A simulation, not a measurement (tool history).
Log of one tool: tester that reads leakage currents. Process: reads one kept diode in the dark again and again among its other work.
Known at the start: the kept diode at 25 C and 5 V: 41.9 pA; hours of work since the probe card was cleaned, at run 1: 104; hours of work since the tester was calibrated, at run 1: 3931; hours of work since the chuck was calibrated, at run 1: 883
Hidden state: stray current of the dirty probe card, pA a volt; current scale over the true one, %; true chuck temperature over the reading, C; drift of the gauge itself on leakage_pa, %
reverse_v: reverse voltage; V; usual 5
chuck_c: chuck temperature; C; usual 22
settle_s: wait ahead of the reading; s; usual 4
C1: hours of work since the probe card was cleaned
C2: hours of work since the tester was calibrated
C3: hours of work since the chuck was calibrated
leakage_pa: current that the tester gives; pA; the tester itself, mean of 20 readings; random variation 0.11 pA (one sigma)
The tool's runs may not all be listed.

{"run": 1, "hour": 0.0, "reverse_v": 5, "chuck_c": 22, "settle_s": 4, "C1": 104, "C2": 3931, "C3": 883, "leakage_pa": 31.1}
{"run": 2, "hour": 159.9, "reverse_v": 5, "chuck_c": 22, "settle_s": 4, "C1": 174, "C2": 4001, "C3": 953, "leakage_pa": 31.35}
{"run": 3, "hour": 348.6, "reverse_v": 5, "chuck_c": 27, "settle_s": 4, "C1": 256, "C2": 4084, "C3": 1036, "leakage_pa": 47.49}
{"run": 4, "hour": 572.4, "reverse_v": 5, "chuck_c": 22, "settle_s": 9.38, "C1": 354, "C2": 4182, "C3": 1134, "leakage_pa": 32.27}
{"hour": 626.4, "done": "chuck's temperature calibrated"}
{"run": 5, "hour": 749.2, "reverse_v": 5, "chuck_c": 22, "settle_s": 4, "C1": 431, "C2": 4258, "C3": 54, "leakage_pa": 35.51}
{"run": 6, "hour": 864.9, "reverse_v": 5, "chuck_c": 22, "settle_s": 2.96, "C1": 482, "C2": 4309, "C3": 104, "leakage_pa": 35.99}
{"run": 7, "hour": 1131.1, "reverse_v": 5, "chuck_c": 22, "settle_s": 2.96, "C1": 598, "C2": 4426, "C3": 221, "leakage_pa": 36.46}
{"run": 8, "hour": 1354.7, "reverse_v": 5, "chuck_c": 30, "settle_s": 2.96, "C1": 696, "C2": 4523, "C3": 319, "leakage_pa": 66.11}
{"run": 9, "hour": 1525.7, "reverse_v": 5, "chuck_c": 30, "settle_s": 2.96, "C1": 771, "C2": 4598, "C3": 394, "leakage_pa": 66.51}
{"run": 10, "hour": 1653.5, "reverse_v": 5, "chuck_c": 22, "settle_s": 4, "C1": 827, "C2": 4654, "C3": 450, "leakage_pa": 37.44}
{"run": 11, "hour": 1850.3, "reverse_v": 5, "chuck_c": 22, "settle_s": 4, "C1": 913, "C2": 4740, "C3": 536, "leakage_pa": 37.92}
{"run": 12, "hour": 2042.8, "reverse_v": 5, "chuck_c": 24, "settle_s": 4, "C1": 997, "C2": 4825, "C3": 620, "leakage_pa": 44.29}
{"run": 13, "hour": 2283.4, "reverse_v": 5, "chuck_c": 24, "settle_s": 0.77, "C1": 1102, "C2": 4930, "C3": 725, "leakage_pa": 45.16}
{"run": 14, "hour": 2483.7, "reverse_v": 5, "chuck_c": 22, "settle_s": 1.6, "C1": 1190, "C2": 5018, "C3": 813, "leakage_pa": 39.45}
{"run": 15, "hour": 2715.8, "reverse_v": 5, "chuck_c": 20, "settle_s": 1.6, "C1": 1292, "C2": 5119, "C3": 915, "leakage_pa": 35.25}
{"run": 16, "hour": 2904.8, "reverse_v": 5, "chuck_c": 22, "settle_s": 4, "C1": 1374, "C2": 5202, "C3": 997, "leakage_pa": 40.02}
{"hour": 2986.1, "done": "tester calibrated"}
{"hour": 3169.8, "done": "probe card cleaned and baked"}
{"run": 17, "hour": 3189.5, "reverse_v": 5, "chuck_c": 41, "settle_s": 4, "C1": 9, "C2": 88, "C3": 1120, "leakage_pa": 138.33}
{"hour": 3277.3, "done": "chuck's temperature calibrated"}
{"run": 18, "hour": 3403.4, "reverse_v": 5, "chuck_c": 41, "settle_s": 4, "C1": 101, "C2": 180, "C3": 55, "leakage_pa": 146.97}
{"run": 19, "hour": 3684.1, "reverse_v": 15.44, "chuck_c": 22, "settle_s": 4, "C1": 224, "C2": 303, "C3": 178, "leakage_pa": 52.29}
{"run": 20, "hour": 3934.3, "reverse_v": 15.44, "chuck_c": 22, "settle_s": 4, "C1": 334, "C2": 413, "C3": 288, "leakage_pa": 53.88}
{"run": 21, "hour": 4179.4, "reverse_v": 5.69, "chuck_c": 21, "settle_s": 4, "C1": 441, "C2": 520, "C3": 395, "leakage_pa": 34.22}
{"run": 22, "hour": 4333.3, "reverse_v": 5.81, "chuck_c": 28, "settle_s": 0.62, "C1": 508, "C2": 587, "C3": 462, "leakage_pa": 60.14}
{"run": 23, "hour": 4459.4, "reverse_v": 5.81, "chuck_c": 28, "settle_s": 0.62, "C1": 564, "C2": 643, "C3": 517, "leakage_pa": 60.45}
{"run": 24, "hour": 4618.2, "reverse_v": 5.81, "chuck_c": 28, "settle_s": 0.62, "C1": 633, "C2": 712, "C3": 587, "leakage_pa": 60.7}
{"run": 25, "hour": 4799.5, "reverse_v": 5.81, "chuck_c": 28, "settle_s": 0.62, "C1": 712, "C2": 792, "C3": 666, "leakage_pa": 61.02}
{"run": 26, "hour": 5079.2, "reverse_v": 1.22, "chuck_c": 21, "settle_s": 4.73, "C1": 835, "C2": 914, "C3": 789, "leakage_pa": 19.62}
{"run": 27, "hour": 5310.3, "reverse_v": 1.22, "chuck_c": 40, "settle_s": 4.73, "C1": 936, "C2": 1015, "C3": 890, "leakage_pa": 83.86}
{"run": 28, "hour": 5537.8, "reverse_v": 2.41, "chuck_c": 26, "settle_s": 4, "C1": 1036, "C2": 1115, "C3": 989, "leakage_pa": 37.37}
{"run": 29, "hour": 5739.1, "reverse_v": 3.87, "chuck_c": 22, "settle_s": 2.02, "C1": 1124, "C2": 1203, "C3": 1078, "leakage_pa": 34.34}
{"run": 30, "hour": 5888.8, "reverse_v": 5, "chuck_c": 49, "settle_s": 4, "C1": 1189, "C2": 1268, "C3": 1143, "leakage_pa": 251.89}
{"hour": 5915.2, "done": "chuck's temperature calibrated"}
{"run": 31, "hour": 6068.4, "reverse_v": 5, "chuck_c": 22, "settle_s": 0.47, "C1": 1267, "C2": 1346, "C3": 67, "leakage_pa": 42.49}
{"run": 32, "hour": 6269.3, "reverse_v": 5, "chuck_c": 22, "settle_s": 0.47, "C1": 1355, "C2": 1434, "C3": 155, "leakage_pa": 42.8}
{"run": 33, "hour": 6535.0, "reverse_v": 4.93, "chuck_c": 35, "settle_s": 0.36, "C1": 1471, "C2": 1550, "C3": 271, "leakage_pa": 102.03}
{"hour": 6590.2, "done": "probe card cleaned and baked"}
{"run": 34, "hour": 6758.5, "reverse_v": 4.93, "chuck_c": 35, "settle_s": 5.52, "C1": 74, "C2": 1647, "C3": 368, "leakage_pa": 89.81}
{"run": 35, "hour": 6902.4, "reverse_v": 4.93, "chuck_c": 52, "settle_s": 0.98, "C1": 137, "C2": 1710, "C3": 431, "leakage_pa": 308.53}
{"run": 36, "hour": 7166.7, "reverse_v": 12.9, "chuck_c": 22, "settle_s": 2.62, "C1": 252, "C2": 1825, "C3": 546, "leakage_pa": 47.69}
{"run": 37, "hour": 7313.5, "reverse_v": 5, "chuck_c": 31, "settle_s": 4, "C1": 317, "C2": 1890, "C3": 611, "leakage_pa": 66.73}
{"run": 38, "hour": 7575.1, "reverse_v": 5, "chuck_c": 31, "settle_s": 4, "C1": 431, "C2": 2004, "C3": 725, "leakage_pa": 67.26}
{"run": 39, "hour": 7782.6, "reverse_v": 5, "chuck_c": 31, "settle_s": 4, "C1": 522, "C2": 2095, "C3": 816, "leakage_pa": 67.72}

Forecast each of these 4 alternatives for the next run:
{"run": "A", "hour": 7902.2, "reverse_v": 1.79, "chuck_c": 35, "settle_s": 4, "C1": 574, "C2": 2147, "C3": 868, "leakage_pa": "?"}
{"run": "B", "hour": 7902.2, "reverse_v": 5, "chuck_c": 24, "settle_s": 4, "C1": 574, "C2": 2147, "C3": 868, "leakage_pa": "?"}
{"run": "C", "hour": 7902.2, "reverse_v": 5, "chuck_c": 23, "settle_s": 4, "C1": 574, "C2": 2147, "C3": 868, "leakage_pa": "?"}
{"run": "D", "hour": 7902.2, "reverse_v": 5, "chuck_c": 31, "settle_s": 1.87, "C1": 574, "C2": 2147, "C3": 868, "leakage_pa": "?"}

run=A leakage_pa=64.01
run=B leakage_pa=40.12
run=C leakage_pa=37.31
run=D leakage_pa=67.63
Without the tool's hidden state the same runs would have given:
run=A leakage_pa=67.08
run=B leakage_pa=38.93
run=C leakage_pa=35.91
run=D leakage_pa=68.34
